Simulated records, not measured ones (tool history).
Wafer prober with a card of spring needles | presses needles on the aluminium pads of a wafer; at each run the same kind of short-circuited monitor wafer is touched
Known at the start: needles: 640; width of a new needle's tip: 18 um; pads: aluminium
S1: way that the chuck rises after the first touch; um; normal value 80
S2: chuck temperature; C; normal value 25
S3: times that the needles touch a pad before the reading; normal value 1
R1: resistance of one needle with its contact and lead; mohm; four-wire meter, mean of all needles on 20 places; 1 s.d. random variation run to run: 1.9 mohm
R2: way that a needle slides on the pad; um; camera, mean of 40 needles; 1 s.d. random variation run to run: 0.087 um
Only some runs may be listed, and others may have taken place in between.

run	hour	S1	S2	S3	R1	R2
1	0.0	80	25	1	204	12.05
# hour 3.0: tips cleaned on abrasive film
# hour 10.9: tips cleaned on abrasive film
2	11.5	80	25	1	203	12.04
3	16.8	80	25	1	203	12.02
# hour 18.7: tips cleaned on abrasive film
4	24.2	80	25	1	206	11.99
# hour 26.2: tips cleaned on abrasive film
5	32.4	80	25	2	206	12.05
# hour 34.4: tips cleaned on abrasive film
# hour 42.2: tips cleaned on abrasive film
6	44.3	80	25	1	205	12.11
# hour 49.9: tips cleaned on abrasive film
7	50.5	80	25	1	202	12.00
# hour 57.9: tips cleaned on abrasive film
8	58.5	80	25	1	203	12.28
9	65.0	80	30	1	208	12.10
# hour 66.0: tips cleaned on abrasive film
# hour 74.0: tips cleaned on abrasive film
10	74.3	80	25	1	204	12.03
# hour 82.1: tips cleaned on abrasive film
11	83.0	80	25	1	206	12.05
# hour 89.8: tips cleaned on abrasive film
12	94.4	80	25	1	207	12.03
# hour 97.7: tips cleaned on abrasive film
# hour 105.2: tips cleaned on abrasive film
13	106.1	80	25	2	205	12.10
# hour 112.8: tips cleaned on abrasive film
14	116.8	80	25	2	201	12.13
# hour 120.5: tips cleaned on abrasive film
15	127.5	80	25	2	202	12.24
# hour 128.6: tips cleaned on abrasive film
# hour 136.1: tips cleaned on abrasive film
16	137.2	80	25	1	204	12.06
# hour 144.0: tips cleaned on abrasive film
17	144.3	80	25	1	205	12.04
18	150.4	74	104	1	222	11.19
# hour 151.5: tips cleaned on abrasive film
19	157.6	87	39	2	207	13.09
# hour 159.0: tips cleaned on abrasive film
20	164.7	61	27	1	207	9.29
# hour 166.6: tips cleaned on abrasive film
21	173.0	61	27	1	207	9.18
# hour 174.4: tips cleaned on abrasive film
22	181.3	66	27	2	209	10.01
# hour 182.0: tips cleaned on abrasive film
23	187.9	66	27	2	206	9.92
# hour 189.8: tips cleaned on abrasive film
# hour 197.7: tips cleaned on abrasive film
24	198.5	66	27	2	205	10.00
25	203.6	66	27	2	208	10.03
# hour 205.4: tips cleaned on abrasive film
# hour 213.2: tips cleaned on abrasive film
26	213.4	90	37	3	206	13.42
# hour 221.5: tips cleaned on abrasive film
27	223.6	90	37	3	206	13.46
# hour 229.1: tips cleaned on abrasive film
28	229.4	90	37	3	209	13.69
# hour 237.0: tips cleaned on abrasive film
29	240.8	90	37	3	208	13.61
# hour 244.4: tips cleaned on abrasive film
# hour 251.8: tips cleaned on abrasive film
30	251.8	90	37	3	208	13.77
# hour 259.2: tips cleaned on abrasive film
31	263.8	91	89	1	216	13.66
# hour 266.8: tips cleaned on abrasive film
# hour 274.7: tips cleaned on abrasive film
32	276.2	83	33	2	205	12.57

What if the next run were any one of these 4? Each begins from the tool's condition after run 32:
# hour 282.2: tips cleaned on abrasive film
A	283.4	80	25	1	?	?
# hour 282.2: tips cleaned on abrasive film
B	283.4	77	25	1	?	?
# hour 282.2: tips cleaned on abrasive film
C	283.4	83	55	2	?	?
# hour 282.2: tips cleaned on abrasive film
D	283.4	75	32	2	?	?

run	R1	R2
A	205	12.10
B	206	11.75
C	211	12.49
D	207	11.28
With no hidden state in the tool, these same runs would have given:
run	R1	R2
A	205	12.12
B	205	11.77
C	211	12.50
D	207	11.29
